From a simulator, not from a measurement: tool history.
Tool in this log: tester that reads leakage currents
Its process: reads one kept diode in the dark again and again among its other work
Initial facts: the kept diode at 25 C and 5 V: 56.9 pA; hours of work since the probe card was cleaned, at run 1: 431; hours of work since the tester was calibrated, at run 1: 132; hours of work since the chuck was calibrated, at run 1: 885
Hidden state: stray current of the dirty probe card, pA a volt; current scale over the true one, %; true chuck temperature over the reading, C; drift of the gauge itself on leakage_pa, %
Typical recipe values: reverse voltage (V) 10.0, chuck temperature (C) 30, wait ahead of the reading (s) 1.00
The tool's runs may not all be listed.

| run | hour | reverse voltage (V) | chuck temperature (C) | wait ahead of the reading (s) | hours of work since the probe card was cleaned | hours of work since the tester was calibrated | hours of work since the chuck was calibrated | current that the tester gives (pA) |
|---|---|---|---|---|---|---|---|---|
| 1 | 0.0 | 10.0 | 30 | 1.00 | 431 | 132 | 885 | 132.95 |
| 2 | 30.8 | 10.0 | 30 | 1.00 | 452 | 152 | 906 | 132.73 |
| 3 | 61.4 | 10.0 | 30 | 1.00 | 472 | 173 | 926 | 131.66 |
| 4 | 106.4 | 10.0 | 30 | 1.00 | 502 | 203 | 956 | 131.81 |
| 5 | 140.7 | 10.0 | 51 | 1.00 | 525 | 226 | 979 | 699.75 |
| 6 | 195.6 | 10.0 | 30 | 1.00 | 562 | 262 | 1016 | 132.49 |
| 7 | 236.9 | 10.0 | 30 | 1.00 | 589 | 290 | 1043 | 132.11 |
| 8 | 290.5 | 10.0 | 30 | 4.71 | 625 | 326 | 1079 | 129.92 |
| 9 | 341.3 | 10.0 | 30 | 1.00 | 659 | 359 | 1113 | 132.00 |
| 10 | 368.4 | 10.0 | 30 | 1.00 | 677 | 378 | 1131 | 132.57 |
| 11 | 425.0 | 10.0 | 30 | 1.00 | 715 | 415 | 1169 | 132.25 |
| 12 | 475.6 | 10.0 | 30 | 1.00 | 749 | 449 | 1202 | 132.58 |
| 13 | 538.4 | 10.0 | 31 | 1.00 | 791 | 491 | 1244 | 143.88 |
| 14 | 574.1 | 5.3 | 49 | 1.60 | 814 | 515 | 1268 | 423.21 |
| 15 | 609.9 | 5.3 | 58 | 2.83 | 838 | 539 | 1292 | 821.27 |
| 16 | 664.3 | 1.9 | 42 | 1.60 | 875 | 575 | 1328 | 139.01 |
| 17 | 691.0 | 1.9 | 42 | 1.60 | 892 | 593 | 1346 | 139.57 |
| 18 | 742.2 | 3.1 | 50 | 7.19 | 927 | 627 | 1380 | 339.80 |
| 19 | 800.0 | 3.1 | 50 | 7.19 | 965 | 665 | 1419 | 338.25 |
| 20 | 841.3 | 1.2 | 30 | 0.86 | 993 | 693 | 1446 | 40.73 |
| 21 | 875.5 | 1.2 | 30 | 0.86 | 1015 | 716 | 1469 | 40.50 |
| 22 | 921.2 | 1.2 | 30 | 0.86 | 1046 | 746 | 1500 | 40.52 |
| 23 | 981.0 | 1.2 | 29 | 0.86 | 1086 | 786 | 1540 | 37.25 |
| 24 | 1021.9 | 1.7 | 29 | 7.84 | 1113 | 814 | 1567 | 44.87 |

What if the next run were any one of these 4? Each begins from the tool's condition after run 24:
| A | 1057.3 | 4.0 | 38 | 9.55 | 1137 | 837 | 1590 | ? |
| B | 1057.3 | 4.1 | 41 | 9.83 | 1137 | 837 | 1590 | ? |
| C | 1057.3 | 2.5 | 44 | 1.40 | 1137 | 837 | 1590 | ? |
| D | 1057.3 | 10.0 | 30 | 8.44 | 1137 | 837 | 1590 | ? |

| run | current that the tester gives (pA) |
|---|---|
| A | 152.52 |
| B | 197.03 |
| C | 190.37 |
| D | 129.62 |
Take away the tool's hidden state, keep each run's random variation, and the runs would have read:
| run | current that the tester gives (pA) |
|---|---|
| A | 152.36 |
| B | 196.83 |
| C | 190.19 |
| D | 129.42 |
